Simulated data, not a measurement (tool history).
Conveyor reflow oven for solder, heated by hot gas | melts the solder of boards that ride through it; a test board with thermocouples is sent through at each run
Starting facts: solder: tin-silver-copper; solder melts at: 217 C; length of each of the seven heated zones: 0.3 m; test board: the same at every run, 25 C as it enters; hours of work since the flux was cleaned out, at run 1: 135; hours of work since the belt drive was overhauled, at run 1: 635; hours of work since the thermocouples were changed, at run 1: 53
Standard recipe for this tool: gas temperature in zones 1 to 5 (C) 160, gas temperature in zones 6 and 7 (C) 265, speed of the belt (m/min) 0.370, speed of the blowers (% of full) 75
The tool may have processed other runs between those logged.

run   hour  gas temperature in zones 1 to 5 (C)  gas temperature in zones 6 and 7 (C)  speed of the belt (m/min)  speed of the blowers (% of full)  hours of work since the flux was cleaned out  hours of work since the belt drive was overhauled  hours of work since the thermocouples were changed  highest temperature of the board (C)  time above the solder's melting point (s)
  1    0.0                                  160                                   265                      0.370                                75                                           135                                                635                                                  53                                 253.8                                       71.1
  2   26.5                                  160                                   265                      0.370                                75                                           153                                                654                                                  71                                 253.9                                       71.7
  3   46.5                                  160                                   265                      0.370                                75                                           166                                                667                                                  85                                 254.2                                       70.9
  4   65.2                                  160                                   265                      0.370                                75                                           179                                                680                                                  98                                 254.1                                       71.0
  5   81.9                                  160                                   265                      0.370                                75                                           191                                                691                                                 109                                 253.8                                       71.0
  6   93.4                                  160                                   265                      0.370                                75                                           198                                                699                                                 117                                 254.0                                       70.4
  7  109.9                                  160                                   265                      0.370                                75                                           210                                                711                                                 128                                 253.9                                       71.0
     116.3  -- flux residue cleaned out of gas plates and filters
  8  134.1                                  160                                   265                      0.370                                75                                            12                                                724                                                 142                                 254.0                                       70.7
  9  156.7                                  163                                   265                      0.370                                75                                            28                                                739                                                 157                                 254.5                                       73.0
 10  169.0                                  169                                   265                      0.370                                75                                            36                                                748                                                 165                                 254.8                                       75.4
 11  189.8                                  148                                   265                      0.370                                75                                            50                                                762                                                 180                                 252.9                                       66.0
 12  216.5                                  148                                   265                      0.370                                75                                            68                                                780                                                 198                                 252.6                                       66.6
 13  234.7                                  148                                   265                      0.337                                75                                            81                                                793                                                 210                                 255.1                                       77.1
 14  260.4                                  153                                   264                      0.362                                64                                            99                                                810                                                 228                                 251.6                                       67.2

Expected results for the next run?
 15  284.9                                  160                                   260                      0.406                                75                                           115                                                827                                                 245                                     ?                                          ?

highest temperature of the board (C): 246.5
time above the solder's melting point (s): 57.9
On a tool with no hidden condition, and with the same random variation, this run would have come out at highest temperature of the board (C) 246.5, time above the solder's melting point (s) 57.9.

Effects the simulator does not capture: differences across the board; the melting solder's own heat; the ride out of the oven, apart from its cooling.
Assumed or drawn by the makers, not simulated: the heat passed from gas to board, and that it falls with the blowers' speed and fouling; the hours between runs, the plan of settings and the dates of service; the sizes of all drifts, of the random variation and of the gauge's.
